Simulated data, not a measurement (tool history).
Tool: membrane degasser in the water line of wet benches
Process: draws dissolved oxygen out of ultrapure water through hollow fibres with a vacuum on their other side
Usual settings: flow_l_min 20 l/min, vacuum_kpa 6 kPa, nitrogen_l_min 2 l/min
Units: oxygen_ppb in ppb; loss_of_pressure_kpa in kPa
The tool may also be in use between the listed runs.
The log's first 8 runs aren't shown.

run	hour	flow_l_min	vacuum_kpa	nitrogen_l_min	hours since the membrane was changed	hours since the vacuum gauge was calibrated	hours since the vacuum lines were made tight	oxygen_ppb	loss_of_pressure_kpa
9	717.2	20	5.73	2	1894	3215	3215	113.1	56.43
10	839.4	20	5.73	2	2016	3337	3337	115.7	56.33
11	912.4	20	6	1.25	2089	3410	3410	153.7	56.34
12	988.7	20	6	1.25	2165	3486	3486	156.5	56.69
13	1070	20	6	1.25	2246	3567	3567	156.7	56.14
14	1166.1	20	6	1.25	2343	3664	3664	155.4	56.53
15	1304.1	20	6	1.25	2481	3802	3802	154.1	56.5
16	1382.6	13	6	2	2559	3880	3880	61.9	37.12
17	1476	20	10.11	1.82	2652	3973	3973	229.7	56.77
18	1596.7	20	10.11	3.93	2773	4094	4094	137.7	56.59
19	1687.6	26	4.01	2	2864	4185	4185	123.8	73.66
20	1764.7	26	5.22	0.95	2941	4262	4262	213.6	74.06
21	1889.2	15	5.5	4.21	3066	4387	4387	47.4	42.69
22	1983.4	15	14.88	1.28	3160	4481	4481	335.4	42.72
23	2087.7	30	14.88	1.28	3264	4585	4585	680.1	85.37
24	2206.2	30	11.78	2.18	3383	4704	4704	384.5	85.94
25	2312.5	16	9.39	1.1	3489	4810	4810	230.8	45.76
26	2434.2	16	9.39	1.1	3611	4932	4932	233.2	45.71
27	2524.8	13	12.36	1.03	3701	5022	5022	275.9	36.8
28	2623.5	13	12.36	1.03	3800	5121	5121	276.4	37.23
29	2744	14	6	2.41	3920	5241	5241	63.2	40.1
30	2833.2	14	6	2.41	4010	5331	5331	60.9	40.1
31	2909.6	13	6	3.14	4086	5407	5407	46.1	37.36
32	3047.1	13	6	3.14	4224	5544	5544	46.1	37.37

4 ways to go on from here, each from the tool as it stands after run 32. What would each give?
# hour 3056.4: vacuum gauge calibrated
# hour 3096.4: seals of the vacuum lines changed
A	3121	17	5.63	5.24	4295	63	25	?	?
# hour 3056.4: vacuum gauge calibrated
# hour 3096.4: seals of the vacuum lines changed
B	3121	20	3.76	1.72	4295	63	25	?	?
# hour 3056.4: vacuum gauge calibrated
# hour 3096.4: seals of the vacuum lines changed
C	3121	13	11.3	1.3	4295	63	25	?	?
# hour 3056.4: vacuum gauge calibrated
# hour 3096.4: seals of the vacuum lines changed
D	3121	20	3.78	2.31	4295	63	25	?	?

run	oxygen_ppb	loss_of_pressure_kpa
A	57.3	49.08
B	71.1	57.79
C	210.3	37.07
D	67.9	57.52
Without the tool's hidden state the same runs would have given:
run	oxygen_ppb	loss_of_pressure_kpa
A	57.2	47.86
B	71.1	56.35
C	210.2	36.14
D	67.8	56.09
